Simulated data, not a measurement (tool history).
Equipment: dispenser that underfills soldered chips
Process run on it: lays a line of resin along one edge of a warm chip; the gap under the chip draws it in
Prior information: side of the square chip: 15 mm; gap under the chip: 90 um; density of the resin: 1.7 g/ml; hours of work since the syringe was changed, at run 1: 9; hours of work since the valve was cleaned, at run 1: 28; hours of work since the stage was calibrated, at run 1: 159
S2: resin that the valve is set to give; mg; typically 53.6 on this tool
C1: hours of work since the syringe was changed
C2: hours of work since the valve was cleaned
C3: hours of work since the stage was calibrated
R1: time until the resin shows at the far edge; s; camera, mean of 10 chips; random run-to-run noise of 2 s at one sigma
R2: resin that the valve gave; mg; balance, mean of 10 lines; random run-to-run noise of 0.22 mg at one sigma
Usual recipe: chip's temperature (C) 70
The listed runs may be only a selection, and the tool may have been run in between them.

{"run": 1, "hour": 0.0, "chip's temperature (C)": 70, "S2": 53.6, "C1": 9, "C2": 28, "C3": 159, "R1": 339.6, "R2": 52.43}
{"hour": 3.5, "done": "new syringe of resin"}
{"run": 2, "hour": 6.7, "chip's temperature (C)": 70, "S2": 53.6, "C1": 2, "C2": 33, "C3": 164, "R1": 229.1, "R2": 52.37}
{"run": 3, "hour": 12.4, "chip's temperature (C)": 70, "S2": 53.6, "C1": 6, "C2": 37, "C3": 168, "R1": 296.6, "R2": 52.38}
{"hour": 19.7, "done": "new syringe of resin"}
{"run": 4, "hour": 20.5, "chip's temperature (C)": 70, "S2": 53.6, "C1": 1, "C2": 42, "C3": 173, "R1": 207.4, "R2": 52.09}
{"run": 5, "hour": 26.0, "chip's temperature (C)": 83, "S2": 53.6, "C1": 4, "C2": 46, "C3": 177, "R1": 166.6, "R2": 51.89}
{"run": 6, "hour": 33.3, "chip's temperature (C)": 70, "S2": 53.6, "C1": 10, "C2": 51, "C3": 182, "R1": 362.9, "R2": 52.02}
{"hour": 35.5, "done": "new syringe of resin"}
{"hour": 37.7, "done": "dispensing valve cleaned and set on the balance"}
{"run": 7, "hour": 39.7, "chip's temperature (C)": 70, "S2": 54.6, "C1": 2, "C2": 1, "C3": 186, "R1": 232.3, "R2": 54.53}
{"run": 8, "hour": 43.8, "chip's temperature (C)": 70, "S2": 54.6, "C1": 5, "C2": 4, "C3": 189, "R1": 276, "R2": 54.65}
{"run": 9, "hour": 48.9, "chip's temperature (C)": 70, "S2": 54.6, "C1": 9, "C2": 8, "C3": 192, "R1": 339.8, "R2": 54.37}
{"hour": 52.4, "done": "new syringe of resin"}
{"run": 10, "hour": 57.2, "chip's temperature (C)": 70, "S2": 53.6, "C1": 3, "C2": 14, "C3": 198, "R1": 244, "R2": 52.68}
{"run": 11, "hour": 63.2, "chip's temperature (C)": 70, "S2": 53.6, "C1": 8, "C2": 18, "C3": 202, "R1": 318.3, "R2": 52.84}
{"hour": 68.2, "done": "new syringe of resin"}
{"run": 12, "hour": 68.4, "chip's temperature (C)": 63, "S2": 48.8, "C1": 0, "C2": 21, "C3": 206, "R1": 275.3, "R2": 48.05}
{"run": 13, "hour": 74.6, "chip's temperature (C)": 63, "S2": 48.8, "C1": 4, "C2": 26, "C3": 210, "R1": 358.9, "R2": 47.74}
{"run": 14, "hour": 81.5, "chip's temperature (C)": 62, "S2": 60.4, "C1": 9, "C2": 30, "C3": 215, "R1": 483.4, "R2": 59.16}
{"hour": 84.6, "done": "new syringe of resin"}
{"run": 15, "hour": 88.0, "chip's temperature (C)": 59, "S2": 56.5, "C1": 2, "C2": 35, "C3": 219, "R1": 365.7, "R2": 55.34}
{"run": 16, "hour": 93.8, "chip's temperature (C)": 76, "S2": 60.3, "C1": 6, "C2": 39, "C3": 223, "R1": 244.2, "R2": 58.62}
{"run": 17, "hour": 97.9, "chip's temperature (C)": 65, "S2": 65.3, "C1": 9, "C2": 42, "C3": 226, "R1": 422.2, "R2": 63.3}
{"hour": 100.5, "done": "new syringe of resin"}
{"run": 18, "hour": 104.0, "chip's temperature (C)": 65, "S2": 69.2, "C1": 2, "C2": 46, "C3": 230, "R1": 283.5, "R2": 67.63}
{"run": 19, "hour": 109.9, "chip's temperature (C)": 78, "S2": 55.9, "C1": 7, "C2": 50, "C3": 235, "R1": 230.4, "R2": 54.45}
{"run": 20, "hour": 114.0, "chip's temperature (C)": 58, "S2": 54.7, "C1": 10, "C2": 53, "C3": 237, "R1": 586.6, "R2": 52.56}
{"hour": 115.8, "done": "dispensing valve cleaned and set on the balance"}
{"hour": 117.7, "done": "new syringe of resin"}
{"run": 21, "hour": 121.5, "chip's temperature (C)": 69, "S2": 50.2, "C1": 3, "C2": 4, "C3": 242, "R1": 246.9, "R2": 49.95}

Alternative continuations, all from the tool just after run 21; predict every row:
{"run": "A", "hour": 129.3, "chip's temperature (C)": 80, "S2": 50.1, "C1": 8, "C2": 9, "C3": 247, "R1": "?", "R2": "?"}
{"run": "B", "hour": 129.3, "chip's temperature (C)": 79, "S2": 52.2, "C1": 8, "C2": 9, "C3": 247, "R1": "?", "R2": "?"}
{"run": "C", "hour": 129.3, "chip's temperature (C)": 62, "S2": 64.6, "C1": 8, "C2": 9, "C3": 247, "R1": "?", "R2": "?"}
{"run": "D", "hour": 129.3, "chip's temperature (C)": 61, "S2": 61.3, "C1": 8, "C2": 9, "C3": 247, "R1": "?", "R2": "?"}
{"run": "E", "hour": 129.3, "chip's temperature (C)": 64, "S2": 66.1, "C1": 8, "C2": 9, "C3": 247, "R1": "?", "R2": "?"}

run=A R1=237.2 R2=50.07
run=B R1=243.4 R2=51.75
run=C R1=450.7 R2=64.22
run=D R1=475 R2=61.03
run=E R1=416 R2=66.06
Take away the tool's hidden state, keep each run's random variation, and the runs would have read:
run=A R1=137.7 R2=50.22
run=B R1=141 R2=51.9
run=C R1=260.4 R2=64.41
run=D R1=274.3 R2=61.21
run=E R1=240.6 R2=66.26

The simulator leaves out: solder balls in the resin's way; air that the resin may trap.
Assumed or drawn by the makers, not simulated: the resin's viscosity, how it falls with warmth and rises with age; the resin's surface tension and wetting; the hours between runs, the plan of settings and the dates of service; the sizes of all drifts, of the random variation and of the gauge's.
